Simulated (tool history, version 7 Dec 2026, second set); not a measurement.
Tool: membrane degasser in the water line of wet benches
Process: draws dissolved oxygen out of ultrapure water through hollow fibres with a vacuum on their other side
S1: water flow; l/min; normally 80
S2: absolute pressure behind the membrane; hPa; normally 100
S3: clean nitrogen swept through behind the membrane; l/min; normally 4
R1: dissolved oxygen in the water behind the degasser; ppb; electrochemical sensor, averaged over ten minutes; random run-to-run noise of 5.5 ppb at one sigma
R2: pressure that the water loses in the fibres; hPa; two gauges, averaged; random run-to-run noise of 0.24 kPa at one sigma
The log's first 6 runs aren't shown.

run	hour	S1	S2	S3	R1	R2
7	907.1	80	100	9.12	404.8	645.7
8	1038.4	80	100	4	562.4	644.8
9	1221.4	80	100	4	561.1	646.1
10	1358.3	80	100	4	563	644.7
11	1495.6	80	100	4	561.1	648.8
12	1686.2	80	100	2.29	726.1	649
13	1855.7	80	100	2.29	731.1	648.7
14	1971.6	80	100	2.29	743.2	650.7
15	2086.2	80	100	2.29	739.4	649.7
16	2189.9	80	100	4	569.6	647
17	2376	49	98	4	308.1	396.1
18	2497.8	64	100	2.95	504.1	522.5
19	2583.6	101	78	2.96	700.5	814.4

What does the tool deliver on the next run?
20	2676.5	70	78	4.4	?	?

R1: 394.8 ppb
R2: 570.9 hPa
Minus the tool's unlogged condition, the same run would have read R1 379.9 ppb, R2 563.7 hPa.

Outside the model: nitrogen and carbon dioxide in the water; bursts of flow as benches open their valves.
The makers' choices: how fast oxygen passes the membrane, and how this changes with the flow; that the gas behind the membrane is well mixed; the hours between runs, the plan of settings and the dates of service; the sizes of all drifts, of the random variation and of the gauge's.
